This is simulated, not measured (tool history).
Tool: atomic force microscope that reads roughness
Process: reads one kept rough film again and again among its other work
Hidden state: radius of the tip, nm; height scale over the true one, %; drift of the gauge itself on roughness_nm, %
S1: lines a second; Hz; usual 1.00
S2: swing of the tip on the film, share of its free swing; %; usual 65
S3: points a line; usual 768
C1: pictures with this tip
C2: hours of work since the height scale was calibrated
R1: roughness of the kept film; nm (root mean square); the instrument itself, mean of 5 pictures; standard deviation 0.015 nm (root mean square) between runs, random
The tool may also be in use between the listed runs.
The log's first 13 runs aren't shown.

run,hour,S1,S2,S3,C1,C2,R1
14,213.8,1.00,65,768,28,201,3.405
15,228.1,1.00,65,768,44,208,3.297
16,238.7,2.39,64,287,56,214,3.128
17,258.4,2.35,83,436,77,224,2.703
18,272.9,1.55,65,529,93,232,3.031
# hour 282.4: new tip fitted
19,295.1,3.07,71,768,13,243,3.125
20,304.0,1.00,88,682,23,248,3.195
21,312.9,1.00,88,682,33,252,3.157
22,332.6,2.12,86,682,54,263,2.776
23,351.3,3.23,74,768,75,273,2.793
24,364.9,3.23,74,768,89,280,2.744
# hour 377.7: new tip fitted
25,380.7,2.01,85,561,3,288,3.055
26,398.4,3.02,69,479,22,297,3.154
27,408.2,0.58,77,768,33,302,3.377
28,417.5,1.00,65,271,43,307,3.359
29,426.2,2.79,65,271,53,312,3.094
30,444.3,2.79,65,271,72,321,3.042

What if the next run were any one of these 3? Each begins from the tool's condition after run 30:
A,463.3,0.77,65,915,93,331,?
B,463.3,1.00,70,768,93,331,?
C,463.3,0.56,90,259,93,331,?

run,R1
A,3.131
B,3.088
C,2.988
With the hidden condition removed and each run's random variation left untouched, the same runs would have given:
run,R1
A,3.571
B,3.522
C,3.408

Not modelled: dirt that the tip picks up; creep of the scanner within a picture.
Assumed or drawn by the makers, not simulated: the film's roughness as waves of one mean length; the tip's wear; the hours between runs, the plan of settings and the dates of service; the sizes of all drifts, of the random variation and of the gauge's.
